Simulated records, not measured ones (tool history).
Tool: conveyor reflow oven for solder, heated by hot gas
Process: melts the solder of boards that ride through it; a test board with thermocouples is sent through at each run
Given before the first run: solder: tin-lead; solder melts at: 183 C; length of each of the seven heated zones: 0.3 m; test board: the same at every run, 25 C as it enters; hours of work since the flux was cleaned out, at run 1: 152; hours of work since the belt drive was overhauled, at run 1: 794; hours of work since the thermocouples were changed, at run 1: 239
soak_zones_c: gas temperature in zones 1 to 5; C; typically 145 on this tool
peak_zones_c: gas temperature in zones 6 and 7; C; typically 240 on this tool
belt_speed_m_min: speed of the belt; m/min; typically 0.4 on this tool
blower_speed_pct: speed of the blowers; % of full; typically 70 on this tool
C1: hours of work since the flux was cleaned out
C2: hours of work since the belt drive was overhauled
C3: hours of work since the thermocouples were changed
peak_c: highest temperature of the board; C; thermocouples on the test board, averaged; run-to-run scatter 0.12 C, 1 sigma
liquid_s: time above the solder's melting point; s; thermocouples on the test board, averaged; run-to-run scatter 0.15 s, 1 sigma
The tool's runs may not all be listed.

run 1 hour=0 | soak_zones_c=145 peak_zones_c=240 belt_speed_m_min=0.4 blower_speed_pct=70 | C1=152 C2=794 C3=239 | peak_c=222.7 liquid_s=76.1
run 2 hour=23.5 | soak_zones_c=145 peak_zones_c=240 belt_speed_m_min=0.4 blower_speed_pct=70 | C1=162 C2=804 C3=250 | peak_c=222.6 liquid_s=75.9
run 3 hour=50.3 | soak_zones_c=134 peak_zones_c=240 belt_speed_m_min=0.4 blower_speed_pct=70 | C1=174 C2=816 C3=262 | peak_c=220.3 liquid_s=69.4
-- hour=56 belt drive overhauled, speed set with a stopwatch
run 4 hour=72.5 | soak_zones_c=134 peak_zones_c=240 belt_speed_m_min=0.4 blower_speed_pct=70 | C1=182 C2=7 C3=270 | peak_c=219.6 liquid_s=67
run 5 hour=93.9 | soak_zones_c=134 peak_zones_c=240 belt_speed_m_min=0.4 blower_speed_pct=70 | C1=192 C2=17 C3=279 | peak_c=219.4 liquid_s=66.8
run 6 hour=107.1 | soak_zones_c=145 peak_zones_c=240 belt_speed_m_min=0.4 blower_speed_pct=70 | C1=198 C2=23 C3=285 | peak_c=221.9 liquid_s=73.7
-- hour=115.4 flux residue cleaned out of gas plates and filters
run 7 hour=135 | soak_zones_c=145 peak_zones_c=240 belt_speed_m_min=0.4 blower_speed_pct=70 | C1=9 C2=33 C3=295 | peak_c=223.2 liquid_s=75
run 8 hour=154.6 | soak_zones_c=145 peak_zones_c=240 belt_speed_m_min=0.4 blower_speed_pct=70 | C1=17 C2=42 C3=304 | peak_c=223.1 liquid_s=75
run 9 hour=178.5 | soak_zones_c=145 peak_zones_c=242 belt_speed_m_min=0.4 blower_speed_pct=51 | C1=28 C2=52 C3=315 | peak_c=217.8 liquid_s=69.5
run 10 hour=193.5 | soak_zones_c=155 peak_zones_c=235 belt_speed_m_min=0.391 blower_speed_pct=77 | C1=35 C2=59 C3=321 | peak_c=223 liquid_s=82.1
run 11 hour=211.2 | soak_zones_c=160 peak_zones_c=233 belt_speed_m_min=0.467 blower_speed_pct=53 | C1=43 C2=67 C3=329 | peak_c=209.9 liquid_s=57.6
run 12 hour=227.4 | soak_zones_c=138 peak_zones_c=233 belt_speed_m_min=0.467 blower_speed_pct=53 | C1=50 C2=74 C3=336 | peak_c=202.8 liquid_s=39.8
run 13 hour=242.1 | soak_zones_c=138 peak_zones_c=233 belt_speed_m_min=0.467 blower_speed_pct=53 | C1=56 C2=81 C3=343 | peak_c=203.1 liquid_s=39.8
run 14 hour=267.3 | soak_zones_c=138 peak_zones_c=233 belt_speed_m_min=0.467 blower_speed_pct=53 | C1=68 C2=92 C3=354 | peak_c=203 liquid_s=40
run 15 hour=280.1 | soak_zones_c=139 peak_zones_c=249 belt_speed_m_min=0.339 blower_speed_pct=54 | C1=73 C2=98 C3=360 | peak_c=229.9 liquid_s=92.1
run 16 hour=293.1 | soak_zones_c=145 peak_zones_c=238 belt_speed_m_min=0.4 blower_speed_pct=69 | C1=79 C2=103 C3=366 | peak_c=220.9 liquid_s=73.3

Forecast each of these 3 alternatives for the next run:
run A hour=306.9 | soak_zones_c=145 peak_zones_c=229 belt_speed_m_min=0.4 blower_speed_pct=70 | C1=85 C2=110 C3=372 | peak_c=? liquid_s=?
run B hour=306.9 | soak_zones_c=144 peak_zones_c=251 belt_speed_m_min=0.4 blower_speed_pct=83 | C1=85 C2=110 C3=372 | peak_c=? liquid_s=?
run C hour=306.9 | soak_zones_c=145 peak_zones_c=238 belt_speed_m_min=0.384 blower_speed_pct=69 | C1=85 C2=110 C3=372 | peak_c=? liquid_s=?

run=A peak_c=213.5 liquid_s=66.8
run=B peak_c=235.8 liquid_s=83.2
run=C peak_c=222 liquid_s=77.7
Without the tool's unlogged condition, the same runs would have read:
run=A peak_c=213.1 liquid_s=66.5
run=B peak_c=235.6 liquid_s=82.8
run=C peak_c=221.6 liquid_s=77.4
